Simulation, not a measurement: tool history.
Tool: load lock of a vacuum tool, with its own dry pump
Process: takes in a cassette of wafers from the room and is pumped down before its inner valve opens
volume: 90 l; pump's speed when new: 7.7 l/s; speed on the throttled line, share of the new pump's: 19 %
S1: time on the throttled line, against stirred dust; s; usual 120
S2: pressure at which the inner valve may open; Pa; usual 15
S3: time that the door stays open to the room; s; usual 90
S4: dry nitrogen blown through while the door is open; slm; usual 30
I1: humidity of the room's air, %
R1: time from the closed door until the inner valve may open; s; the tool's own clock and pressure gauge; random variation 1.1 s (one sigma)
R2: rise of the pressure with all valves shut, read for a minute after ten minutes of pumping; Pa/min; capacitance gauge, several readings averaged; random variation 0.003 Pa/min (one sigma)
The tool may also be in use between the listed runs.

| run | hour | S1 | S2 | S3 | S4 | I1 | R1 | R2 |
|---|---|---|---|---|---|---|---|---|
| 1 | 0 | 120 | 15 | 90 | 30 | 45.6 | 202.7 | 0.084 |
| 2 | 196.8 | 120 | 15 | 90 | 30 | 43.1 | 203.6 | 0.081 |
| 3 | 378.9 | 120 | 15 | 90 | 30 | 48.3 | 203.5 | 0.087 |
| 4 | 684 | 120 | 15 | 90 | 30 | 42 | 204.7 | 0.087 |
| 5 | 1038 | 120 | 15 | 90 | 30 | 44.3 | 206.4 | 0.091 |
| 6 | 1439.9 | 120 | 15 | 90 | 30 | 48.1 | 205.9 | 0.096 |
| 7 | 1682.1 | 90 | 15 | 90 | 30 | 45 | 180.7 | 0.095 |
| 8 | 1958.4 | 131 | 15 | 90 | 30 | 43.1 | 213.8 | 0.105 |
| 9 | 2159.6 | 120 | 13 | 90 | 30 | 49.4 | 210.2 | 0.112 |
| 10 | 2413.2 | 120 | 13 | 90 | 30 | 46 | 206.7 | 0.102 |
| 11 | 2600.6 | 67 | 13 | 28 | 30 | 46 | 164.3 | 0.096 |
| 12 | 2898.1 | 88 | 16 | 66 | 6 | 48.6 | 180 | 0.12 |
| 13 | 3119.4 | 60 | 16 | 66 | 31 | 49.4 | 157 | 0.112 |
| 14 | 3486.1 | 60 | 16 | 66 | 31 | 45.5 | 157.5 | 0.118 |
| 15 | 3809.7 | 60 | 16 | 66 | 31 | 47.7 | 159.5 | 0.118 |
| 16 | 4126.1 | 60 | 16 | 66 | 31 | 44.9 | 158.6 | 0.121 |
| 17 | 4463.1 | 60 | 16 | 66 | 31 | 42.9 | 159.4 | 0.123 |
| 18 | 4661 | 154 | 15 | 47 | 29 | 44.2 | 235.2 | 0.127 |
| 19 | 4885.4 | 120 | 15 | 138 | 30 | 43.5 | 206.7 | 0.143 |
| 20 | 5087.7 | 75 | 15 | 49 | 30 | 42.4 | 172.2 | 0.132 |

Measured less the same run without the tool's hidden state. The same run-to-run variation is in both; the gauge's scatter may not be:
The hidden state here: pump's speed, % of a new pump's; leak at the door's seal, Pa l/s; drift of the gauge itself on ready_s, %; drift of the gauge itself on rise_pa_min, %.
| run | R1 | R2 |
|---|---|---|
| 1 | +4.2 | +0.065 |
| 2 | +4.4 | +0.066 |
| 3 | +4.6 | +0.071 |
| 4 | +4.8 | +0.072 |
| 5 | +5.1 | +0.075 |
| 6 | +5.4 | +0.08 |
| 7 | +5.9 | +0.082 |
| 8 | +5.5 | +0.084 |
| 9 | +6 | +0.087 |
| 10 | +6.1 | +0.088 |
| 11 | +7 | +0.092 |
| 12 | +6.9 | +0.096 |
| 13 | +7.4 | +0.098 |
| 14 | +7.7 | +0.1 |
| 15 | +8 | +0.107 |
| 16 | +8.4 | +0.11 |
| 17 | +8.6 | +0.114 |
| 18 | +7.2 | +0.117 |
| 19 | +8.2 | +0.118 |
| 20 | +9 | +0.121 |

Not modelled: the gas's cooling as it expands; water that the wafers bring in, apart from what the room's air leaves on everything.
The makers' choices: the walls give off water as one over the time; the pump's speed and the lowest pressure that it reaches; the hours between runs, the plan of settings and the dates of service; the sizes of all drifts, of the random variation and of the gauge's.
